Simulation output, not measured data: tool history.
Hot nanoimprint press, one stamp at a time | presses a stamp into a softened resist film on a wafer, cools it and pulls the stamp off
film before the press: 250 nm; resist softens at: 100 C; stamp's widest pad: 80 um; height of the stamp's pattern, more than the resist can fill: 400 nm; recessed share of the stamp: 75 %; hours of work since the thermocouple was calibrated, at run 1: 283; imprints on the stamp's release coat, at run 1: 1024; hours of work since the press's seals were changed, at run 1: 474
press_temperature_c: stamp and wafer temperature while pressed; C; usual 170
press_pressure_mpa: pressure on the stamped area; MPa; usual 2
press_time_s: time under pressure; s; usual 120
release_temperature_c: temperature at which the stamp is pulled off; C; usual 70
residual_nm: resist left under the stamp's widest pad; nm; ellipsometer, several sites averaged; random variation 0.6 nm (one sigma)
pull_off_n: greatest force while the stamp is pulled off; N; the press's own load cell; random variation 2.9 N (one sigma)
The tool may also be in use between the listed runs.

| run | hour | press_temperature_c | press_pressure_mpa | press_time_s | release_temperature_c | hours of work since the thermocouple was calibrated | imprints on the stamp's release coat | hours of work since the press's seals were changed | residual_nm | pull_off_n |
|---|---|---|---|---|---|---|---|---|---|---|
| 1 | 0 | 170 | 2 | 120 | 70 | 283 | 1024 | 474 | 104.2 | 132 |
| 2 | 9.4 | 170 | 2 | 120 | 70 | 290 | 1049 | 481 | 105.1 | 132 |
| 3 | 19.4 | 170 | 2 | 120 | 70 | 297 | 1076 | 488 | 104.2 | 136 |
| 4 | 29.9 | 170 | 2 | 120 | 72 | 305 | 1104 | 496 | 104.1 | 127 |
| 5 | 37.7 | 170 | 2 | 120 | 61 | 311 | 1124 | 502 | 104.7 | 166 |
| 6 | 45.6 | 170 | 2 | 120 | 61 | 316 | 1145 | 508 | 103 | 160 |
| 7 | 61.2 | 170 | 2.53 | 120 | 70 | 328 | 1187 | 519 | 91.6 | 137 |
| 8 | 72.1 | 170 | 2 | 120 | 70 | 336 | 1216 | 527 | 105.3 | 130 |
| 9 | 84.6 | 170 | 2 | 120 | 70 | 345 | 1249 | 536 | 103.8 | 134 |
| 10 | 95.1 | 170 | 2 | 120 | 70 | 353 | 1277 | 544 | 104.5 | 139 |
| 11 | 108.8 | 170 | 2 | 159 | 70 | 363 | 1313 | 554 | 95.7 | 133 |
| 12 | 115.5 | 170 | 2 | 159 | 70 | 368 | 1331 | 559 | 94.7 | 133 |
| 13 | 127.3 | 179 | 2 | 159 | 70 | 376 | 1363 | 568 | 73.4 | 133 |
| 14 | 139.3 | 170 | 2.37 | 120 | 70 | 385 | 1395 | 577 | 96.1 | 135 |
| 15 | 147.2 | 170 | 2.37 | 212 | 64 | 391 | 1416 | 582 | 78.8 | 151 |
| 16 | 155.8 | 179 | 2.37 | 63 | 64 | 397 | 1439 | 589 | 93.4 | 150 |
| 17 | 164.2 | 170 | 2 | 63 | 70 | 404 | 1461 | 595 | 132.1 | 131 |
| 18 | 175.5 | 170 | 2 | 63 | 70 | 412 | 1491 | 603 | 131.5 | 136 |
| 19 | 189.1 | 175 | 2.77 | 120 | 71 | 422 | 1527 | 613 | 75.9 | 133 |
| 20 | 204 | 170 | 2 | 229 | 70 | 433 | 1567 | 624 | 83.9 | 129 |
| 21 | 215.5 | 167 | 1.57 | 92 | 61 | 441 | 1597 | 633 | 142.5 | 164 |
| 22 | 229.2 | 172 | 1.93 | 193 | 71 | 451 | 1634 | 643 | 86.7 | 131 |
| 23 | 243.7 | 175 | 3.03 | 207 | 61 | 462 | 1672 | 653 | 59.8 | 158 |
| 24 | 252.7 | 168 | 2 | 120 | 56 | 469 | 1696 | 660 | 113.2 | 172 |
| 25 | 263.4 | 168 | 2 | 120 | 56 | 477 | 1725 | 668 | 113.9 | 178 |

4 ways to go on from here, each from the tool as it stands after run 25. What would each give?
| A | 270.4 | 168 | 1.66 | 120 | 56 | 482 | 1743 | 673 | ? | ? |
| B | 270.4 | 168 | 2 | 120 | 72 | 482 | 1743 | 673 | ? | ? |
| C | 270.4 | 176 | 2 | 120 | 70 | 482 | 1743 | 673 | ? | ? |
| D | 270.4 | 170 | 2 | 119 | 70 | 482 | 1743 | 673 | ? | ? |

| run | residual_nm | pull_off_n |
|---|---|---|
| A | 125.9 | 182 |
| B | 113.3 | 123 |
| C | 90 | 137 |
| D | 106.5 | 137 |
Without the tool's hidden state the same runs would have given:
| run | residual_nm | pull_off_n |
|---|---|---|
| A | 122.3 | 181 |
| B | 110 | 122 |
| C | 87.3 | 136 |
| D | 103.4 | 136 |
